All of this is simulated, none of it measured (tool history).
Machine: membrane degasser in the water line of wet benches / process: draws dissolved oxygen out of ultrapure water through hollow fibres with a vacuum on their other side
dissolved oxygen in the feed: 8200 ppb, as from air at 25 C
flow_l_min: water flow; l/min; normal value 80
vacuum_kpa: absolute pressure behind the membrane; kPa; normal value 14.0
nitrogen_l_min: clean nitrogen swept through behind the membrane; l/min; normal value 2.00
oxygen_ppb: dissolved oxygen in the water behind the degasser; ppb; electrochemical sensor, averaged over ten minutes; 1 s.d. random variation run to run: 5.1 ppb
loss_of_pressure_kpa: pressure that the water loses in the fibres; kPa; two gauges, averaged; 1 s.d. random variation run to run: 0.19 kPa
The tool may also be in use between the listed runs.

run	hour	flow_l_min	vacuum_kpa	nitrogen_l_min	oxygen_ppb	loss_of_pressure_kpa
1	0.0	80	14.0	2.00	839.1	37.79
2	80.2	73	14.0	2.00	775.8	34.67
3	178.3	80	14.0	4.06	507.9	37.82
4	265.4	80	14.0	4.06	505.1	38.19
5	357.4	80	14.0	4.06	506.5	38.12
6	447.0	80	30.4	2.00	1812.1	37.87
7	496.6	80	30.4	2.00	1845.3	37.83
8	576.7	111	30.4	2.00	2330.2	52.50
9	663.1	80	8.8	2.00	483.9	37.80
10	766.9	80	8.8	2.00	482.9	38.03
11	847.1	80	8.8	2.00	482.1	38.01
12	911.8	80	14.0	1.78	921.5	37.87
13	1022.2	80	14.0	1.78	919.8	37.89
14	1100.8	80	14.0	1.78	917.6	37.97
15	1204.2	80	14.0	1.78	912.7	37.72
16	1278.8	80	14.0	2.00	850.9	38.05
17	1336.7	110	13.1	2.00	1080.8	52.41
18	1425.7	110	12.0	2.00	976.7	52.45
19	1491.6	52	14.0	2.00	578.0	24.57
20	1542.1	52	14.0	2.00	580.8	24.39
21	1653.6	51	23.7	1.22	1450.7	24.48
22	1747.5	80	17.5	2.00	1071.0	37.94

Estimate the outcome of run 23 from the log above:
23	1858.8	80	17.5	2.00	?	?

oxygen_ppb: 1075.3 ppb
loss_of_pressure_kpa: 37.75 kPa
With the hidden condition absent and the run-to-run variation left alone, this run would have shown oxygen_ppb 1074.9 ppb, loss_of_pressure_kpa 37.73 kPa.
